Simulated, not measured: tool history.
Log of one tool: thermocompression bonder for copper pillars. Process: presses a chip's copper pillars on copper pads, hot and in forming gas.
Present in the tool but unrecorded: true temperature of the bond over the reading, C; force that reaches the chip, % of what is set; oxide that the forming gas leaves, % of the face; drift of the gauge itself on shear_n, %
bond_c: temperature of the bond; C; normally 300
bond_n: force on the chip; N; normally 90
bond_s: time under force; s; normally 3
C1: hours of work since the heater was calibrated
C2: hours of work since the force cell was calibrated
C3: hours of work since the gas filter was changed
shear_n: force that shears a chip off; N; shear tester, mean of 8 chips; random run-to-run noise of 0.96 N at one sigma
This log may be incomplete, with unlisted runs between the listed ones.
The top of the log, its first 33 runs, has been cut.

run 34 hour=950.5 | bond_c=289 bond_n=90 bond_s=8 | C1=129 C2=156 C3=62 | shear_n=95.5
run 35 hour=983.9 | bond_c=314 bond_n=79 bond_s=8 | C1=150 C2=177 C3=83 | shear_n=101.7
run 36 hour=1010.0 | bond_c=314 bond_n=79 bond_s=8 | C1=167 C2=194 C3=100 | shear_n=101.8
run 37 hour=1043.4 | bond_c=314 bond_n=79 bond_s=8 | C1=188 C2=215 C3=121 | shear_n=101.1
run 38 hour=1074.0 | bond_c=309 bond_n=83 bond_s=2 | C1=207 C2=234 C3=141 | shear_n=72.3
run 39 hour=1100.6 | bond_c=313 bond_n=90 bond_s=3 | C1=224 C2=251 C3=158 | shear_n=88.3
run 40 hour=1139.9 | bond_c=313 bond_n=90 bond_s=3 | C1=249 C2=276 C3=183 | shear_n=88.1
run 41 hour=1156.4 | bond_c=313 bond_n=90 bond_s=3 | C1=260 C2=287 C3=193 | shear_n=87.5

Alternative continuations, all from the tool just after run 41; predict every row:
run A hour=1172.7 | bond_c=283 bond_n=58 bond_s=9 | C1=270 C2=297 C3=203 | shear_n=?
run B hour=1172.7 | bond_c=300 bond_n=73 bond_s=4 | C1=270 C2=297 C3=203 | shear_n=?
run C hour=1172.7 | bond_c=289 bond_n=110 bond_s=3 | C1=270 C2=297 C3=203 | shear_n=?

run=A shear_n=72.0
run=B shear_n=76.2
run=C shear_n=88.6
Take away the tool's hidden state, keep each run's random variation, and the runs would have read:
run=A shear_n=72.1
run=B shear_n=76.4
run=C shear_n=88.8
